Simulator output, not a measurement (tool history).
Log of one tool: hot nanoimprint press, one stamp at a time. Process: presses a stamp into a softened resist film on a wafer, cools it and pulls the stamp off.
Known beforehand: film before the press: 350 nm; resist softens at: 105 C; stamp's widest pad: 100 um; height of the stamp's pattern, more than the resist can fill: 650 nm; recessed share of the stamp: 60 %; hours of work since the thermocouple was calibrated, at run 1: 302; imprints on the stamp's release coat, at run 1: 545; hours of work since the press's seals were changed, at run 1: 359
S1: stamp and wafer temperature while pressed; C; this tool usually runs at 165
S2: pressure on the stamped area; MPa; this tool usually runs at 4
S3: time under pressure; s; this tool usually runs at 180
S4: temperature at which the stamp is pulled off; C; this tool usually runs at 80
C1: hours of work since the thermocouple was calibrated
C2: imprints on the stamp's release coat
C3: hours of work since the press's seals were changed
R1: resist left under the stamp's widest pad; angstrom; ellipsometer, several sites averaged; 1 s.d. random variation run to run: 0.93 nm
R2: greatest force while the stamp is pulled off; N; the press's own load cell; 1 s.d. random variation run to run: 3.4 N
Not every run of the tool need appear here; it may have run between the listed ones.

run	day	S1	S2	S3	S4	C1	C2	C3	R1	R2
1	0	165	4	180	80	302	545	359	1352	192
# day 0.171: plate thermocouple calibrated
2	0.533	165	4	180	65	5	582	365	1358	275
3	1.225	165	4	180	65	15	644	375	1357	279
4	1.758	165	4	180	65	22	693	382	1365	276
5	2.325	165	4	251	80	30	744	390	1216	199
6	3.004	168	4	180	80	39	805	399	1181	208
# day 3.396: plate thermocouple calibrated, once more
# day 3.908: stamp cleaned and given a new release coat
7	4.075	168	4	180	76	6	16	409	1128	179
8	4.95	168	4	180	76	18	94	421	1111	178
9	5.496	165	4	180	80	26	143	429	1313	172
10	6.317	165	4	180	80	37	217	440	1335	173
11	6.925	165	4	180	80	46	272	449	1318	182
12	7.338	166	4	180	80	51	309	454	1258	179
13	7.979	165	4	180	79	60	367	463	1331	185
14	8.442	165	4	180	79	67	408	470	1318	194
15	8.838	165	4	180	79	72	444	475	1324	187

Run 16 comes next. What will it give?
16	9.758	165	4	180	79	85	527	488	?	?

For run 16 the tool returned R1 1327 angstrom, R2 199 N.
Were there no unlogged condition in the tool, this run, its random variation unchanged, would have produced R1 1303 angstrom, R2 167 N.
